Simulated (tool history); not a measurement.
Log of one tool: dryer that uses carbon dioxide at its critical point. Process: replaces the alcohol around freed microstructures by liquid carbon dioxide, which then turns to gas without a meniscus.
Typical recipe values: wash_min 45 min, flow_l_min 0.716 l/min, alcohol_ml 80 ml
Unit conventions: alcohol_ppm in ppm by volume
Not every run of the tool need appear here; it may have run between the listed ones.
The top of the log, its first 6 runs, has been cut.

run	hour	wash_min	flow_l_min	alcohol_ml	hours of work since the filter was changed	hours of work since the purifier's bed was changed	alcohol_ppm
7	67.5	45	0.716	80	175	78	45
8	75.7	28	0.716	80	179	82	299
9	89.4	28	0.716	80	185	88	302
10	104.9	45	0.716	80	192	95	40
11	117.7	36	0.716	80	197	101	108
12	126.9	66	0.716	80	202	105	27
13	144.2	66	0.716	40	209	113	31
14	161.1	66	0.716	40	217	120	25
15	178.2	66	0.716	40	225	128	21
16	189.5	44	0.716	80	230	133	60
17	206.9	44	0.716	80	238	141	53
18	217.9	44	0.716	80	242	146	50
19	233.1	45	0.716	53	249	153	38
20	250.4	45	0.716	80	257	161	60
21	263.4	45	0.837	80	263	166	36
22	272.8	45	0.716	80	267	171	61
23	280.1	45	0.716	80	270	174	67
24	295.6	45	0.716	80	277	181	49
25	303.1	49	0.537	116	281	184	154
26	312.7	49	0.537	116	285	189	149
27	326.4	59	0.432	100	291	195	145
28	337.6	59	0.432	100	296	200	155
29	354.7	63	1.109	78	304	207	34
30	363.6	29	0.626	80	308	211	475

Forecast run 31:
31	379.7	45	1.177	25	315	219	?

alcohol_ppm: 37 ppm by volume
Without the tool's hidden state the same run would have given alcohol_ppm 4 ppm by volume.
